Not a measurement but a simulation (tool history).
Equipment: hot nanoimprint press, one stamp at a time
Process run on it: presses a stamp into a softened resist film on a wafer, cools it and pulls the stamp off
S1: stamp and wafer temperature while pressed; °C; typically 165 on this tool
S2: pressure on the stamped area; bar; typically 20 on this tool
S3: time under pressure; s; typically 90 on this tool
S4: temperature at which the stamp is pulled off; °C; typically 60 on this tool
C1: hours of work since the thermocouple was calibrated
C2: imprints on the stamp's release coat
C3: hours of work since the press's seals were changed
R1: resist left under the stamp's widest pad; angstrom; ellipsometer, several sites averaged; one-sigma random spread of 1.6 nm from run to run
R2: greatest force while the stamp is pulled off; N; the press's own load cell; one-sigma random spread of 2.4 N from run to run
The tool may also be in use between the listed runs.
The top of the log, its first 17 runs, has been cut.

Run 18, hour 447.6: usual settings but S1 163 °C; C1 38; C2 1018; C3 532. Result: R1 2930 angstrom, R2 141 N.
Run 19, hour 466.5: usual settings but S1 163 °C; C1 47; C2 1070; C3 540. Result: R1 2919 angstrom, R2 140 N.
At hour 485: press's hydraulic seals changed and the load cell set to zero.
Run 20, hour 495.3: usual settings but S3 92 s, S4 52 °C; C1 56; C2 1127; C3 5. Result: R1 2493 angstrom, R2 173 N.
Run 21, hour 514.8: usual settings but S2 22.6 bar, S4 51 °C; C1 65; C2 1180; C3 14. Result: R1 2393 angstrom, R2 174 N.
Run 22, hour 547.3: usual settings but S2 22.6 bar, S4 51 °C; C1 80; C2 1269; C3 29. Result: R1 2391 angstrom, R2 181 N.
At hour 572.4: stamp cleaned and given a new release coat.
Run 23, hour 572.9: usual settings but S3 46 s; C1 89; C2 1; C3 38. Result: R1 3344 angstrom, R2 111 N.
Run 24, hour 592.9: usual settings but S3 46 s; C1 99; C2 56; C3 47. Result: R1 3334 angstrom, R2 108 N.
Run 25, hour 620.3: usual settings but S1 159 °C, S2 13.4 bar, S3 56 s; C1 111; C2 131; C3 60. Result: R1 4744 angstrom, R2 112 N.
Run 26, hour 637.7: usual settings but S1 159 °C, S2 13.4 bar, S3 56 s; C1 119; C2 179; C3 68. Result: R1 4822 angstrom, R2 114 N.
Run 27, hour 662.5: usual settings but S1 159 °C, S2 13.4 bar, S3 56 s; C1 131; C2 246; C3 79. Result: R1 4743 angstrom, R2 119 N.
Run 28, hour 695.4: usual settings but S1 166 °C, S2 13.4 bar, S3 70 s, S4 59 °C; C1 146; C2 336; C3 94. Result: R1 3093 angstrom, R2 124 N.
Run 29, hour 715.4: usual settings but S1 166 °C, S2 13.4 bar, S3 82 s, S4 59 °C; C1 155; C2 391; C3 104. Result: R1 2914 angstrom, R2 122 N.
Run 30, hour 738.6: usual settings but S1 166 °C, S2 13.4 bar, S3 82 s, S4 59 °C; C1 166; C2 455; C3 114. Result: R1 2889 angstrom, R2 131 N.

Predict each of these 4 candidate next runs independently; none follows another, all start after run 30:
Run A, hour 770: usual settings but S1 175 °C, S2 28.5 bar, S4 52 °C; C1 180; C2 541; C3 129. Result: R1 ?, R2 ?.
Run B, hour 770: usual settings but S3 84 s, S4 47 °C; C1 180; C2 541; C3 129. Result: R1 ?, R2 ?.
Run C, hour 770: usual settings but S1 176 °C, S2 18.1 bar, S3 82 s, S4 65 °C; C1 180; C2 541; C3 129. Result: R1 ?, R2 ?.
Run D, hour 770: usual settings but S1 160 °C, S2 13 bar, S3 81 s, S4 59 °C; C1 180; C2 541; C3 129. Result: R1 ?, R2 ?.

run    R1   R2
  A  1123  147
  B  2539  161
  C  1397  107
  D  4128  127
Without the tool's hidden state the same runs would have given:
run    R1   R2
  A  1153  131
  B  2614  143
  C  1435   96
  D  4232  114
